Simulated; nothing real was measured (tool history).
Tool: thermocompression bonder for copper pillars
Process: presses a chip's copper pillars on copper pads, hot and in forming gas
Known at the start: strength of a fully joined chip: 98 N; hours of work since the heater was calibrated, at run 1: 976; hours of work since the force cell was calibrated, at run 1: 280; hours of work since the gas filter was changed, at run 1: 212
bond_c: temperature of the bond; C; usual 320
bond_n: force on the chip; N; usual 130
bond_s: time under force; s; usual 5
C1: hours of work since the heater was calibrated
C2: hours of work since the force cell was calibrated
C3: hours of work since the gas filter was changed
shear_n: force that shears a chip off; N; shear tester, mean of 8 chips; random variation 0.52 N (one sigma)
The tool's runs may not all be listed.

run 1 hour=0.0 | bond_c=320 bond_n=130 bond_s=5 | C1=976 C2=280 C3=212 | shear_n=42.0
run 2 hour=24.2 | bond_c=320 bond_n=130 bond_s=5 | C1=992 C2=296 C3=228 | shear_n=41.8
run 3 hour=46.4 | bond_c=315 bond_n=130 bond_s=5 | C1=1006 C2=311 C3=243 | shear_n=39.4
run 4 hour=64.6 | bond_c=315 bond_n=130 bond_s=5 | C1=1019 C2=323 C3=255 | shear_n=39.5
-- hour=89.3 forming gas filter changed
run 5 hour=91.0 | bond_c=306 bond_n=130 bond_s=5 | C1=1036 C2=340 C3=1 | shear_n=41.4
run 6 hour=107.5 | bond_c=306 bond_n=130 bond_s=5 | C1=1047 C2=351 C3=12 | shear_n=40.7
run 7 hour=124.8 | bond_c=306 bond_n=130 bond_s=5 | C1=1058 C2=362 C3=24 | shear_n=40.3
run 8 hour=152.8 | bond_c=320 bond_n=130 bond_s=8 | C1=1077 C2=381 C3=42 | shear_n=52.0
run 9 hour=180.2 | bond_c=320 bond_n=130 bond_s=8 | C1=1095 C2=399 C3=60 | shear_n=53.9
run 10 hour=206.2 | bond_c=320 bond_n=130 bond_s=11 | C1=1112 C2=416 C3=78 | shear_n=57.5
run 11 hour=230.1 | bond_c=320 bond_n=130 bond_s=11 | C1=1128 C2=432 C3=93 | shear_n=56.6
run 12 hour=255.0 | bond_c=320 bond_n=130 bond_s=11 | C1=1144 C2=449 C3=110 | shear_n=57.6
run 13 hour=278.9 | bond_c=320 bond_n=130 bond_s=11 | C1=1160 C2=465 C3=126 | shear_n=57.0
-- hour=283.7 heater calibrated with a thermocouple chip
run 14 hour=301.3 | bond_c=320 bond_n=130 bond_s=5 | C1=12 C2=478 C3=139 | shear_n=40.8
run 15 hour=320.1 | bond_c=320 bond_n=130 bond_s=5 | C1=24 C2=491 C3=152 | shear_n=40.5
run 16 hour=337.2 | bond_c=320 bond_n=130 bond_s=5 | C1=36 C2=502 C3=163 | shear_n=40.5
run 17 hour=369.6 | bond_c=320 bond_n=130 bond_s=5 | C1=57 C2=523 C3=185 | shear_n=40.9
run 18 hour=401.5 | bond_c=320 bond_n=130 bond_s=5 | C1=78 C2=545 C3=206 | shear_n=40.3
run 19 hour=425.2 | bond_c=320 bond_n=175 bond_s=5 | C1=94 C2=560 C3=221 | shear_n=49.6
run 20 hour=449.8 | bond_c=320 bond_n=130 bond_s=5 | C1=110 C2=577 C3=238 | shear_n=39.6
run 21 hour=478.0 | bond_c=320 bond_n=130 bond_s=5 | C1=129 C2=595 C3=256 | shear_n=39.2
run 22 hour=498.0 | bond_c=337 bond_n=88 bond_s=3 | C1=142 C2=609 C3=270 | shear_n=26.7
-- hour=500.8 forming gas filter changed
run 23 hour=516.5 | bond_c=299 bond_n=130 bond_s=3 | C1=154 C2=621 C3=10 | shear_n=29.1
run 24 hour=545.8 | bond_c=299 bond_n=130 bond_s=3 | C1=173 C2=640 C3=30 | shear_n=29.3
run 25 hour=561.4 | bond_c=332 bond_n=130 bond_s=11 | C1=184 C2=650 C3=40 | shear_n=60.4
run 26 hour=594.9 | bond_c=330 bond_n=130 bond_s=4 | C1=206 C2=673 C3=62 | shear_n=43.0
run 27 hour=616.3 | bond_c=330 bond_n=130 bond_s=4 | C1=220 C2=687 C3=77 | shear_n=42.7
run 28 hour=630.5 | bond_c=347 bond_n=89 bond_s=3 | C1=230 C2=696 C3=86 | shear_n=32.0
run 29 hour=654.3 | bond_c=343 bond_n=89 bond_s=11 | C1=245 C2=712 C3=102 | shear_n=50.1
run 30 hour=670.2 | bond_c=344 bond_n=96 bond_s=5 | C1=256 C2=723 C3=112 | shear_n=40.4
run 31 hour=689.1 | bond_c=349 bond_n=92 bond_s=7 | C1=269 C2=735 C3=125 | shear_n=45.7
run 32 hour=720.2 | bond_c=349 bond_n=92 bond_s=7 | C1=289 C2=756 C3=145 | shear_n=45.6
run 33 hour=745.0 | bond_c=349 bond_n=92 bond_s=7 | C1=306 C2=772 C3=162 | shear_n=44.1
run 34 hour=766.8 | bond_c=349 bond_n=92 bond_s=7 | C1=320 C2=787 C3=176 | shear_n=45.1
run 35 hour=789.8 | bond_c=296 bond_n=124 bond_s=4 | C1=335 C2=802 C3=192 | shear_n=29.5
run 36 hour=804.2 | bond_c=297 bond_n=189 bond_s=5 | C1=345 C2=811 C3=201 | shear_n=45.2
run 37 hour=834.0 | bond_c=297 bond_n=189 bond_s=5 | C1=365 C2=831 C3=221 | shear_n=45.6
run 38 hour=867.4 | bond_c=306 bond_n=120 bond_s=5 | C1=387 C2=853 C3=243 | shear_n=34.8
run 39 hour=896.4 | bond_c=320 bond_n=156 bond_s=8 | C1=406 C2=873 C3=262 | shear_n=52.8
-- hour=910.4 forming gas filter changed
run 40 hour=925.1 | bond_c=292 bond_n=130 bond_s=4 | C1=425 C2=891 C3=10 | shear_n=32.7
run 41 hour=959.0 | bond_c=301 bond_n=115 bond_s=7 | C1=447 C2=914 C3=32 | shear_n=38.8

Hidden state at the last listed run before each entry between runs and at the first one after, where it differs:
Between runs 4 and 5: forming gas filter changed (hour 89.3)
  true temperature of the bond over the reading, C: 5.7 -> 5.8; force that reaches the chip, % of what is set: 101.1 -> 101.2; oxide that the forming gas leaves, % of the face: 11.16 -> 0.57
  measured less the result without the state, shear_n: -2.4 -> +2.4 N
Between runs 13 and 14: heater calibrated with a thermocouple chip (hour 283.7)
  true temperature of the bond over the reading, C: 6.5 -> -0.8; oxide that the forming gas leaves, % of the face: 5.72 -> 6.28
  measured less the result without the state, shear_n: -0.1 -> -2.3 N
Between runs 22 and 23: forming gas filter changed (hour 500.8)
  true temperature of the bond over the reading, C: -0.1 -> 0; oxide that the forming gas leaves, % of the face: 11.59 -> 0.97
  measured less the result without the state, shear_n: -2.9 -> +0.3 N
Between runs 39 and 40: forming gas filter changed (hour 910.4)
  true temperature of the bond over the reading, C: 1.3 -> 1.4; force that reaches the chip, % of what is set: 102.4 -> 102.5; oxide that the forming gas leaves, % of the face: 11.3 -> 0.88
  measured less the result without the state, shear_n: -5.0 -> +1.0 N
